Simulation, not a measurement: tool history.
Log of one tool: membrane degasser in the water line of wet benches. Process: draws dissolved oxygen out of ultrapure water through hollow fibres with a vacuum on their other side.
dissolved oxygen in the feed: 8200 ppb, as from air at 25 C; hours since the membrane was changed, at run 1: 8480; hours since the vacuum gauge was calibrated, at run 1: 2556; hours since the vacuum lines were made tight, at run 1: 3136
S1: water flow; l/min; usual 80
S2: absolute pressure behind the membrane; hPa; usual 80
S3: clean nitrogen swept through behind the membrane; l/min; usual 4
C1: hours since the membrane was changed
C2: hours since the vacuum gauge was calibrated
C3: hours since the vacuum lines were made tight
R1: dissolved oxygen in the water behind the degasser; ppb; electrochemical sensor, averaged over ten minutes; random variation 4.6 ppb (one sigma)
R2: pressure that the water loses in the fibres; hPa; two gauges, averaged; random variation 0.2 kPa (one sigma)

run    hour   S1     S2    S3     C1    C2    C3      R1     R2
  1       0   80     80     4   8480  2556  3136   453.5  436.4
  2     276   80     80     4   8756  2832  3412   457.2  433.9
      474.9  -- vacuum gauge calibrated
  3   474.9   80     80     4   8955     0  3611   452.9  435.3
  4     643   80     80     4   9123   168  3779   459.1  434.1
  5   831.6   55     80     4   9311   357  3968   300.1  299.8
  6   987.8   55     80     4   9468   513  4124   300.1  303.1
  7  1259.5  127     80  4.03   9739   785  4395   735.8  689.5
  8  1481.9  127     80  4.03   9962  1007  4618   723.9  693.3
  9    1680   86   80.5  4.35  10160  1205  4816     485  465.8
 10  1894.7   94   80.5  4.47  10375  1420  5031   521.3  512.5
 11  2118.1   96  194.9     4  10598  1643  5254  1048.7  519.5

Forecast each of these 3 alternatives for the next run:
  A  2356.7   60  54.7  11.98  10837  1882  5493   ?   ?
  B  2356.7  112   100      4  10837  1882  5493   ?   ?
  C  2356.7   97  56.6   8.43  10837  1882  5493   ?   ?

run     R1     R2
  A  203.2  323.5
  B  747.4  608.9
  C  392.9  525.9
Without the tool's hidden state the same runs would have given:
run     R1     R2
  A  202.7  323.3
  B  746.6  608.5
  C  392.2  525.5
